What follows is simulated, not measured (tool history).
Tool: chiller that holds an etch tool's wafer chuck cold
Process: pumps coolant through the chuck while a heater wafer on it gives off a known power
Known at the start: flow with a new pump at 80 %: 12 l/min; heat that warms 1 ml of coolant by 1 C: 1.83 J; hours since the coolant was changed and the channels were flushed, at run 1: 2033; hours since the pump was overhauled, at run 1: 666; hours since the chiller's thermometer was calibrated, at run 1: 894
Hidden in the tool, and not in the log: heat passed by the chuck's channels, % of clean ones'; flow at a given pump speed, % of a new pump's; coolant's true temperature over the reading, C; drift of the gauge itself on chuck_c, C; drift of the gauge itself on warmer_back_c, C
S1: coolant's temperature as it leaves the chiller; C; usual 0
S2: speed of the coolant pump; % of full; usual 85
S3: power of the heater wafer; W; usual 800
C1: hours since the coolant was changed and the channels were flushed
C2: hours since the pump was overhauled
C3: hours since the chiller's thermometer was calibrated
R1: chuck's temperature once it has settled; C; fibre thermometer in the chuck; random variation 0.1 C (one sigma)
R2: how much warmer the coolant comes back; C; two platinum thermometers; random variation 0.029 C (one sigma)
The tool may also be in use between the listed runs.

run 1 hour=0 | S1=0 S2=85 S3=800 | C1=2033 C2=666 C3=894 | R1=8.1 R2=2.05
run 2 hour=57 | S1=0 S2=82 S3=800 | C1=2090 C2=723 C3=951 | R1=8.5 R2=2.16
run 3 hour=107.5 | S1=0 S2=90 S3=800 | C1=2140 C2=774 C3=1001 | R1=7.7 R2=1.95
run 4 hour=166.8 | S1=0 S2=90 S3=800 | C1=2199 C2=833 C3=1061 | R1=7.9 R2=1.94
run 5 hour=204.8 | S1=0 S2=85 S3=587 | C1=2237 C2=871 C3=1099 | R1=5.9 R2=1.52
run 6 hour=244.1 | S1=0 S2=85 S3=587 | C1=2277 C2=910 C3=1138 | R1=6 R2=1.53
run 7 hour=292.3 | S1=0 S2=85 S3=587 | C1=2325 C2=959 C3=1186 | R1=6.1 R2=1.55
run 8 hour=318.5 | S1=0 S2=85 S3=587 | C1=2351 C2=985 C3=1212 | R1=5.9 R2=1.52
run 9 hour=347.2 | S1=0 S2=85 S3=587 | C1=2380 C2=1013 C3=1241 | R1=6.1 R2=1.49
run 10 hour=395.5 | S1=0 S2=85 S3=587 | C1=2428 C2=1062 C3=1289 | R1=6 R2=1.51
run 11 hour=438.7 | S1=5 S2=85 S3=800 | C1=2471 C2=1105 C3=1332 | R1=13.1 R2=2.01
run 12 hour=472.1 | S1=0 S2=85 S3=800 | C1=2505 C2=1138 C3=1366 | R1=8.1 R2=2.07
run 13 hour=498.4 | S1=0 S2=85 S3=800 | C1=2531 C2=1165 C3=1392 | R1=8.2 R2=2.05
run 14 hour=546 | S1=0 S2=94 S3=800 | C1=2579 C2=1212 C3=1440 | R1=7.6 R2=1.86
run 15 hour=598.5 | S1=0 S2=85 S3=800 | C1=2631 C2=1265 C3=1492 | R1=8.1 R2=2.03
run 16 hour=637.6 | S1=0 S2=85 S3=800 | C1=2670 C2=1304 C3=1531 | R1=8.2 R2=2.04
run 17 hour=666.7 | S1=0 S2=85 S3=800 | C1=2699 C2=1333 C3=1560 | R1=8 R2=2.07
run 18 hour=696.3 | S1=0 S2=85 S3=800 | C1=2729 C2=1363 C3=1590 | R1=8.1 R2=2.09
run 19 hour=727.7 | S1=0 S2=85 S3=800 | C1=2760 C2=1394 C3=1621 | R1=8.1 R2=2.05
run 20 hour=761.9 | S1=0 S2=67 S3=800 | C1=2795 C2=1428 C3=1656 | R1=9.5 R2=2.66
run 21 hour=821.1 | S1=-5 S2=82 S3=800 | C1=2854 C2=1487 C3=1715 | R1=3.1 R2=2.11
run 22 hour=862.6 | S1=-1 S2=62 S3=472 | C1=2895 C2=1529 C3=1756 | R1=5 R2=1.65
run 23 hour=914.2 | S1=-1 S2=70 S3=688 | C1=2947 C2=1580 C3=1808 | R1=7.2 R2=2.19
run 24 hour=949.4 | S1=8 S2=70 S3=531 | C1=2982 C2=1616 C3=1843 | R1=14.1 R2=1.66
run 25 hour=998.2 | S1=-4 S2=70 S3=578 | C1=3031 C2=1664 C3=1892 | R1=2.6 R2=1.78
run 26 hour=1051.3 | S1=6 S2=95 S3=1176 | C1=3084 C2=1718 C3=1945 | R1=17 R2=2.68
run 27 hour=1106.9 | S1=0 S2=64 S3=599 | C1=3140 C2=1773 C3=2001 | R1=7.6 R2=2.09
run 28 hour=1134.3 | S1=2 S2=98 S3=534 | C1=3167 C2=1801 C3=2028 | R1=6.7 R2=1.2
run 29 hour=1171.9 | S1=0 S2=85 S3=473 | C1=3205 C2=1838 C3=2066 | R1=4.8 R2=1.2
run 30 hour=1198 | S1=0 S2=85 S3=445 | C1=3231 C2=1864 C3=2092 | R1=4.6 R2=1.16
-- hour=1228.5 chiller's thermometer calibrated
run 31 hour=1243.2 | S1=-2 S2=62 S3=427 | C1=3275 C2=1908 C3=15 | R1=3.5 R2=1.51

Forecast each of these 5 alternatives for the next run:
run A hour=1270.8 | S1=5 S2=78 S3=829 | C1=3302 C2=1936 C3=42 | R1=? R2=?
run B hour=1270.8 | S1=-2 S2=85 S3=427 | C1=3302 C2=1936 C3=42 | R1=? R2=?
run C hour=1270.8 | S1=0 S2=62 S3=427 | C1=3302 C2=1936 C3=42 | R1=? R2=?
run D hour=1270.8 | S1=-2 S2=62 S3=427 | C1=3302 C2=1936 C3=42 | R1=? R2=?
run E hour=1270.8 | S1=0 S2=85 S3=795 | C1=3302 C2=1936 C3=42 | R1=? R2=?

run=A R1=13.9 R2=2.31
run=B R1=2.4 R2=1.08
run=C R1=5.4 R2=1.53
run=D R1=3.5 R2=1.48
run=E R1=8.1 R2=2.01
Without the tool's hidden state the same runs would have given:
run=A R1=13.9 R2=2.31
run=B R1=2.4 R2=1.08
run=C R1=5.4 R2=1.52
run=D R1=3.5 R2=1.48
run=E R1=8.1 R2=2.01
